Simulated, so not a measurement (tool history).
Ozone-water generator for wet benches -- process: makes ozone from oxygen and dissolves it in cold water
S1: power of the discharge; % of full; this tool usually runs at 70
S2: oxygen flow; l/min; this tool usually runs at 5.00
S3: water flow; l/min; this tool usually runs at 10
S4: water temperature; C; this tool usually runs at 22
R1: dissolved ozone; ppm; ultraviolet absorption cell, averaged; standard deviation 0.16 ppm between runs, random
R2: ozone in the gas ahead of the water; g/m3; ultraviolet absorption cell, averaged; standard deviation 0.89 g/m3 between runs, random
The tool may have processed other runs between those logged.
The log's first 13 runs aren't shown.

{"run": 14, "day": 61.904, "S1": 70, "S2": 5.0, "S3": 10, "S4": 22, "R1": 18.9, "R2": 139.0}
{"run": 15, "day": 65.35, "S1": 70, "S2": 5.0, "S3": 10, "S4": 22, "R1": 19.1, "R2": 138.8}
{"run": 16, "day": 69.779, "S1": 70, "S2": 5.0, "S3": 10, "S4": 22, "R1": 18.8, "R2": 142.1}
{"run": 17, "day": 74.762, "S1": 70, "S2": 5.0, "S3": 10, "S4": 22, "R1": 18.9, "R2": 139.1}
{"run": 18, "day": 78.171, "S1": 70, "S2": 3.49, "S3": 10, "S4": 22, "R1": 18.1, "R2": 156.4}
{"run": 19, "day": 83.308, "S1": 70, "S2": 3.49, "S3": 10, "S4": 22, "R1": 18.3, "R2": 154.7}
{"run": 20, "day": 88.442, "S1": 72, "S2": 3.49, "S3": 10, "S4": 29, "R1": 16.4, "R2": 158.2}
{"run": 21, "day": 94.438, "S1": 58, "S2": 5.0, "S3": 10, "S4": 22, "R1": 16.8, "R2": 125.6}
{"run": 22, "day": 98.538, "S1": 67, "S2": 5.0, "S3": 10, "S4": 22, "R1": 18.2, "R2": 132.7}
{"run": 23, "day": 103.979, "S1": 48, "S2": 8.35, "S3": 12, "S4": 18, "R1": 14.8, "R2": 96.0}
{"run": 24, "day": 109.567, "S1": 48, "S2": 8.35, "S3": 12, "S4": 18, "R1": 14.5, "R2": 96.1}
{"run": 25, "day": 113.725, "S1": 92, "S2": 3.86, "S3": 9, "S4": 18, "R1": 24.2, "R2": 173.3}
{"run": 26, "day": 117.062, "S1": 92, "S2": 3.84, "S3": 16, "S4": 18, "R1": 14.4, "R2": 173.9}
{"run": 27, "day": 122.538, "S1": 92, "S2": 3.84, "S3": 16, "S4": 18, "R1": 14.7, "R2": 172.3}
{"run": 28, "day": 125.267, "S1": 67, "S2": 4.52, "S3": 16, "S4": 24, "R1": 12.0, "R2": 137.4}
{"day": 126.579, "done": "contactor cleaned"}
{"run": 29, "day": 131.679, "S1": 67, "S2": 4.52, "S3": 16, "S4": 20, "R1": 12.7, "R2": 136.8}
{"run": 30, "day": 136.033, "S1": 67, "S2": 4.49, "S3": 7, "S4": 21, "R1": 23.3, "R2": 137.7}
{"run": 31, "day": 139.217, "S1": 63, "S2": 3.62, "S3": 7, "S4": 30, "R1": 18.6, "R2": 143.9}
{"run": 32, "day": 142.4, "S1": 63, "S2": 3.62, "S3": 11, "S4": 22, "R1": 16.1, "R2": 142.6}
{"run": 33, "day": 147.471, "S1": 63, "S2": 3.62, "S3": 7, "S4": 21, "R1": 21.9, "R2": 142.9}
{"run": 34, "day": 153.679, "S1": 63, "S2": 3.62, "S3": 7, "S4": 27, "R1": 19.8, "R2": 143.2}

Branching from run 34: 3 alternative next runs. What would each branch give?
{"run": "A", "day": 159.662, "S1": 41, "S2": 3.85, "S3": 10, "S4": 19, "R1": "?", "R2": "?"}
{"run": "B", "day": 159.662, "S1": 51, "S2": 3.62, "S3": 7, "S4": 26, "R1": "?", "R2": "?"}
{"run": "C", "day": 159.662, "S1": 67, "S2": 6.54, "S3": 10, "S4": 22, "R1": "?", "R2": "?"}

run=A R1=14.7 R2=113.6
run=B R1=18.2 R2=126.6
run=C R1=18.3 R2=121.7
Without the tool's unlogged condition, the same runs would have read:
run=A R1=15.7 R2=120.3
run=B R1=19.6 R2=135.3
run=C R1=20.0 R2=131.5
